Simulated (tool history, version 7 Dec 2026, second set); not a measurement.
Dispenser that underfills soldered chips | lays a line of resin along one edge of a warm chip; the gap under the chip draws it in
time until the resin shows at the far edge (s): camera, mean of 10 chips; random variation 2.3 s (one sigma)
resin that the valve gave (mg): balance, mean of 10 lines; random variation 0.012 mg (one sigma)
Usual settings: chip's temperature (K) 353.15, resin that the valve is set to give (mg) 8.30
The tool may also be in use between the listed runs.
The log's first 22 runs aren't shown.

run	hour	chip's temperature (K)	resin that the valve is set to give (mg)	hours of work since the syringe was changed	hours of work since the valve was cleaned	hours of work since the stage was calibrated	time until the resin shows at the far edge (s)	resin that the valve gave (mg)
23	169.3	357.15	9.01	7	48	142	327.7	8.84
# hour 171.5: new syringe of resin
24	177.8	342.15	10.15	4	53	147	433.1	9.92
25	182.9	362.15	7.83	7	56	150	287.6	7.65
# hour 184.8: new syringe of resin
26	190.1	340.15	7.43	3	60	154	477.6	7.23
27	195.0	353.15	9.30	6	63	157	349.9	9.08
# hour 198.3: new syringe of resin
28	200.1	353.15	9.30	1	66	160	247.3	9.04
29	209.0	353.15	9.20	7	72	166	364.8	8.92
# hour 211.0: dispensing valve cleaned and set on the balance
# hour 212.3: new syringe of resin
30	219.6	353.15	7.75	5	5	172	324.3	7.73
31	224.8	353.15	7.77	8	8	175	395.8	7.77
# hour 225.7: new syringe of resin
32	231.7	353.15	7.77	4	12	179	296.1	7.76
# hour 238.6: new syringe of resin
33	238.6	345.15	9.10	0	16	183	292.8	9.06
34	244.1	347.15	7.21	3	20	186	385.3	7.15
# hour 251.6: new syringe of resin
35	252.2	347.15	9.22	0	25	191	285.5	9.16
36	257.9	347.15	9.22	4	28	195	364.2	9.13

Forecast each of these 4 alternatives for the next run:
A	263.0	360.15	8.98	7	31	198	?	?
B	263.0	347.15	8.73	7	31	198	?	?
C	263.0	348.15	9.35	7	31	198	?	?
D	263.0	362.15	7.72	7	31	198	?	?

run	time until the resin shows at the far edge (s)	resin that the valve gave (mg)
A	290.5	8.87
B	466.3	8.63
C	449.5	9.23
D	287.8	7.63
Without the tool's hidden state the same runs would have given:
run	time until the resin shows at the far edge (s)	resin that the valve gave (mg)
A	172.2	8.97
B	275.9	8.72
C	265.9	9.33
D	170.4	7.72
